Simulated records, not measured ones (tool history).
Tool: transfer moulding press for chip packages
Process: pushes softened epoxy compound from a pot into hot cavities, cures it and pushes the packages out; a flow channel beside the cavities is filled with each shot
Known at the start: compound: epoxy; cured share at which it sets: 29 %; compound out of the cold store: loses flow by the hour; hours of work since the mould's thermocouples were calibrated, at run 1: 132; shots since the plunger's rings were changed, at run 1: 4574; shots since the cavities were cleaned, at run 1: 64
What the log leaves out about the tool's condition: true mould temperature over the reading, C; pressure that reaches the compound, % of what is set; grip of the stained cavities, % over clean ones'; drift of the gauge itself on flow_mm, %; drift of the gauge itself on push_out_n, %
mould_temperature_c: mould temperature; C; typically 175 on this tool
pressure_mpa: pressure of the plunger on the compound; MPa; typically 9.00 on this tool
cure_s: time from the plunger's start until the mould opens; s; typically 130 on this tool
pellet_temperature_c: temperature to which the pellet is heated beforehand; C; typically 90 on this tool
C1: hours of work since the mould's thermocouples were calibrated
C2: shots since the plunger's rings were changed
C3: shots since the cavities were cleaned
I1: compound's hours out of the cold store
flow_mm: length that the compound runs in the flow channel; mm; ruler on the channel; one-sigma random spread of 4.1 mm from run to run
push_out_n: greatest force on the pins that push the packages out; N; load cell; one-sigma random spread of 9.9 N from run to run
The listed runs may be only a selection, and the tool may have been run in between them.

run 1 hour=0.0 | mould_temperature_c=175 pressure_mpa=9.00 cure_s=130 pellet_temperature_c=90 | C1=132 C2=4574 C3=64 | I1=33.3 | flow_mm=664 push_out_n=447
run 2 hour=41.7 | mould_temperature_c=175 pressure_mpa=9.00 cure_s=130 pellet_temperature_c=90 | C1=152 C2=4876 C3=366 | I1=39.0 | flow_mm=656 push_out_n=445
run 3 hour=72.7 | mould_temperature_c=175 pressure_mpa=9.00 cure_s=130 pellet_temperature_c=90 | C1=166 C2=5100 C3=590 | I1=14.2 | flow_mm=691 push_out_n=460
run 4 hour=102.5 | mould_temperature_c=175 pressure_mpa=9.00 cure_s=130 pellet_temperature_c=90 | C1=180 C2=5316 C3=806 | I1=27.6 | flow_mm=673 push_out_n=461
-- hour=151.6 cavities cleaned with cleaning compound and waxed
run 5 hour=151.6 | mould_temperature_c=175 pressure_mpa=9.00 cure_s=130 pellet_temperature_c=90 | C1=203 C2=5660 C3=0 | I1=30.2 | flow_mm=671 push_out_n=454
run 6 hour=181.3 | mould_temperature_c=175 pressure_mpa=9.00 cure_s=130 pellet_temperature_c=90 | C1=217 C2=5875 C3=215 | I1=41.4 | flow_mm=647 push_out_n=460
-- hour=187.7 plunger's sealing rings changed
run 7 hour=204.7 | mould_temperature_c=173 pressure_mpa=9.00 cure_s=130 pellet_temperature_c=90 | C1=227 C2=122 C3=366 | I1=37.0 | flow_mm=665 push_out_n=508
run 8 hour=243.6 | mould_temperature_c=173 pressure_mpa=9.00 cure_s=130 pellet_temperature_c=90 | C1=245 C2=404 C3=648 | I1=25.4 | flow_mm=687 push_out_n=520
run 9 hour=288.4 | mould_temperature_c=173 pressure_mpa=9.00 cure_s=130 pellet_temperature_c=90 | C1=266 C2=728 C3=972 | I1=15.5 | flow_mm=704 push_out_n=528
-- hour=313.0 cavities cleaned with cleaning compound and waxed
run 10 hour=318.0 | mould_temperature_c=173 pressure_mpa=9.00 cure_s=130 pellet_temperature_c=90 | C1=279 C2=932 C3=37 | I1=28.3 | flow_mm=682 push_out_n=523
run 11 hour=345.7 | mould_temperature_c=173 pressure_mpa=9.00 cure_s=130 pellet_temperature_c=90 | C1=292 C2=1132 C3=237 | I1=35.6 | flow_mm=663 push_out_n=526
run 12 hour=372.0 | mould_temperature_c=175 pressure_mpa=9.97 cure_s=130 pellet_temperature_c=90 | C1=304 C2=1322 C3=427 | I1=20.2 | flow_mm=724 push_out_n=469
run 13 hour=414.7 | mould_temperature_c=175 pressure_mpa=9.00 cure_s=132 pellet_temperature_c=90 | C1=324 C2=1631 C3=736 | I1=8.3 | flow_mm=703 push_out_n=455
run 14 hour=454.6 | mould_temperature_c=175 pressure_mpa=9.00 cure_s=132 pellet_temperature_c=90 | C1=343 C2=1919 C3=1024 | I1=24.3 | flow_mm=675 push_out_n=472
-- hour=470.7 cavities cleaned with cleaning compound and waxed
run 15 hour=479.1 | mould_temperature_c=175 pressure_mpa=9.00 cure_s=132 pellet_temperature_c=90 | C1=354 C2=2086 C3=61 | I1=31.3 | flow_mm=666 push_out_n=456
run 16 hour=523.2 | mould_temperature_c=173 pressure_mpa=9.62 cure_s=130 pellet_temperature_c=94 | C1=375 C2=2405 C3=380 | I1=31.8 | flow_mm=695 push_out_n=510
run 17 hour=567.4 | mould_temperature_c=173 pressure_mpa=9.62 cure_s=130 pellet_temperature_c=94 | C1=395 C2=2725 C3=700 | I1=10.6 | flow_mm=730 push_out_n=520
run 18 hour=594.9 | mould_temperature_c=175 pressure_mpa=9.00 cure_s=127 pellet_temperature_c=86 | C1=408 C2=2923 C3=898 | I1=36.2 | flow_mm=656 push_out_n=490
-- hour=629.2 cavities cleaned with cleaning compound and waxed
run 19 hour=639.1 | mould_temperature_c=175 pressure_mpa=9.00 cure_s=127 pellet_temperature_c=86 | C1=428 C2=3233 C3=72 | I1=34.5 | flow_mm=664 push_out_n=479
run 20 hour=680.7 | mould_temperature_c=175 pressure_mpa=9.00 cure_s=127 pellet_temperature_c=86 | C1=448 C2=3534 C3=373 | I1=41.2 | flow_mm=644 push_out_n=468
run 21 hour=715.8 | mould_temperature_c=182 pressure_mpa=9.00 cure_s=137 pellet_temperature_c=90 | C1=464 C2=3788 C3=627 | I1=21.7 | flow_mm=658 push_out_n=360
run 22 hour=744.1 | mould_temperature_c=174 pressure_mpa=10.43 cure_s=137 pellet_temperature_c=90 | C1=478 C2=3992 C3=831 | I1=21.6 | flow_mm=743 push_out_n=451
run 23 hour=767.2 | mould_temperature_c=174 pressure_mpa=10.43 cure_s=137 pellet_temperature_c=90 | C1=489 C2=4160 C3=999 | I1=36.9 | flow_mm=707 push_out_n=457
-- hour=787.5 cavities cleaned with cleaning compound and waxed
run 24 hour=816.6 | mould_temperature_c=174 pressure_mpa=10.43 cure_s=137 pellet_temperature_c=90 | C1=511 C2=4506 C3=211 | I1=36.3 | flow_mm=704 push_out_n=447
run 25 hour=847.5 | mould_temperature_c=173 pressure_mpa=10.78 cure_s=150 pellet_temperature_c=86 | C1=526 C2=4730 C3=435 | I1=42.6 | flow_mm=705 push_out_n=420
run 26 hour=874.1 | mould_temperature_c=180 pressure_mpa=7.45 cure_s=123 pellet_temperature_c=83 | C1=538 C2=4922 C3=627 | I1=33.5 | flow_mm=590 push_out_n=396
run 27 hour=914.3 | mould_temperature_c=175 pressure_mpa=7.66 cure_s=166 pellet_temperature_c=93 | C1=557 C2=5213 C3=918 | I1=35.1 | flow_mm=607 push_out_n=375
run 28 hour=939.2 | mould_temperature_c=175 pressure_mpa=7.66 cure_s=166 pellet_temperature_c=93 | C1=569 C2=5393 C3=1098 | I1=39.8 | flow_mm=598 push_out_n=362
-- hour=947.9 cavities cleaned with cleaning compound and waxed
run 29 hour=983.4 | mould_temperature_c=175 pressure_mpa=7.66 cure_s=166 pellet_temperature_c=93 | C1=589 C2=5702 C3=257 | I1=35.6 | flow_mm=607 push_out_n=361

Branching from run 29: 3 alternative next runs. What would each branch give?
-- hour=1012.2 plunger's sealing rings changed
run A hour=1023.8 | mould_temperature_c=175 pressure_mpa=7.66 cure_s=129 pellet_temperature_c=93 | C1=607 C2=85 C3=532 | I1=21.8 | flow_mm=? push_out_n=?
-- hour=1012.2 plunger's sealing rings changed
run B hour=1023.8 | mould_temperature_c=175 pressure_mpa=8.81 cure_s=166 pellet_temperature_c=93 | C1=607 C2=85 C3=532 | I1=13.8 | flow_mm=? push_out_n=?
-- hour=1012.2 plunger's sealing rings changed
run C hour=1023.8 | mould_temperature_c=179 pressure_mpa=9.00 cure_s=130 pellet_temperature_c=90 | C1=607 C2=85 C3=532 | I1=44.0 | flow_mm=? push_out_n=?

run=A flow_mm=626 push_out_n=478
run=B flow_mm=686 push_out_n=374
run=C flow_mm=629 push_out_n=382
Without the tool's hidden state the same runs would have given:
run=A flow_mm=626 push_out_n=471
run=B flow_mm=685 push_out_n=369
run=C flow_mm=629 push_out_n=378
